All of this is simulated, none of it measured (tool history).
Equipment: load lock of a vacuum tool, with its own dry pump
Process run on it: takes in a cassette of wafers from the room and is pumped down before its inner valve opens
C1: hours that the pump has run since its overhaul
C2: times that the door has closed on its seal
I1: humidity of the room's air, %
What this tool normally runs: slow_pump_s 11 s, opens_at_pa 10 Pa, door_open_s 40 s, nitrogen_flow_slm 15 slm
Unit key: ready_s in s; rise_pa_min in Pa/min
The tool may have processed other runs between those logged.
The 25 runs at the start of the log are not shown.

{"run": 26, "day": 230.212, "slow_pump_s": 21, "opens_at_pa": 10, "door_open_s": 40, "nitrogen_flow_slm": 38, "C1": 4378, "C2": 19033, "I1": 44.4, "ready_s": 31.2, "rise_pa_min": 0.129}
{"run": 27, "day": 235.892, "slow_pump_s": 21, "opens_at_pa": 10, "door_open_s": 40, "nitrogen_flow_slm": 38, "C1": 4515, "C2": 19250, "I1": 43.5, "ready_s": 31.5, "rise_pa_min": 0.128}
{"run": 28, "day": 241.817, "slow_pump_s": 21, "opens_at_pa": 10, "door_open_s": 160, "nitrogen_flow_slm": 17, "C1": 4657, "C2": 19476, "I1": 45.8, "ready_s": 31.2, "rise_pa_min": 0.177}
{"run": 29, "day": 253.762, "slow_pump_s": 11, "opens_at_pa": 14, "door_open_s": 40, "nitrogen_flow_slm": 15, "C1": 4943, "C2": 19932, "I1": 41.3, "ready_s": 22.7, "rise_pa_min": 0.15}
{"run": 30, "day": 260.8, "slow_pump_s": 16, "opens_at_pa": 9, "door_open_s": 40, "nitrogen_flow_slm": 15, "C1": 5112, "C2": 20201, "I1": 44.5, "ready_s": 27.4, "rise_pa_min": 0.151}
{"run": 31, "day": 271.371, "slow_pump_s": 16, "opens_at_pa": 9, "door_open_s": 40, "nitrogen_flow_slm": 15, "C1": 5366, "C2": 20604, "I1": 44.6, "ready_s": 27.8, "rise_pa_min": 0.156}
{"run": 32, "day": 283.904, "slow_pump_s": 11, "opens_at_pa": 10, "door_open_s": 40, "nitrogen_flow_slm": 15, "C1": 5667, "C2": 21082, "I1": 45.2, "ready_s": 23.6, "rise_pa_min": 0.162}
{"run": 33, "day": 292.788, "slow_pump_s": 11, "opens_at_pa": 10, "door_open_s": 39, "nitrogen_flow_slm": 15, "C1": 5880, "C2": 21422, "I1": 44.5, "ready_s": 23.5, "rise_pa_min": 0.168}
{"run": 34, "day": 302.683, "slow_pump_s": 18, "opens_at_pa": 11, "door_open_s": 31, "nitrogen_flow_slm": 22, "C1": 6118, "C2": 21799, "I1": 46.8, "ready_s": 28.5, "rise_pa_min": 0.156}
{"run": 35, "day": 310.408, "slow_pump_s": 10, "opens_at_pa": 14, "door_open_s": 47, "nitrogen_flow_slm": 15, "C1": 6303, "C2": 22094, "I1": 45.1, "ready_s": 22.6, "rise_pa_min": 0.172}

Branching from run 35: 3 alternative next runs. What would each branch give?
{"run": "A", "day": 322.375, "slow_pump_s": 12, "opens_at_pa": 14, "door_open_s": 93, "nitrogen_flow_slm": 15, "C1": 6590, "C2": 22551, "I1": 42.5, "ready_s": "?", "rise_pa_min": "?"}
{"run": "B", "day": 322.375, "slow_pump_s": 11, "opens_at_pa": 10, "door_open_s": 227, "nitrogen_flow_slm": 15, "C1": 6590, "C2": 22551, "I1": 43.4, "ready_s": "?", "rise_pa_min": "?"}
{"run": "C", "day": 322.375, "slow_pump_s": 10, "opens_at_pa": 14, "door_open_s": 58, "nitrogen_flow_slm": 37, "C1": 6590, "C2": 22551, "I1": 46.6, "ready_s": "?", "rise_pa_min": "?"}

run=A ready_s=23.8 rise_pa_min=0.184
run=B ready_s=23.8 rise_pa_min=0.212
run=C ready_s=22.3 rise_pa_min=0.149
With no hidden state in the tool, these same runs would have given:
run=A ready_s=23.4 rise_pa_min=0.067
run=B ready_s=23.4 rise_pa_min=0.093
run=C ready_s=21.8 rise_pa_min=0.033
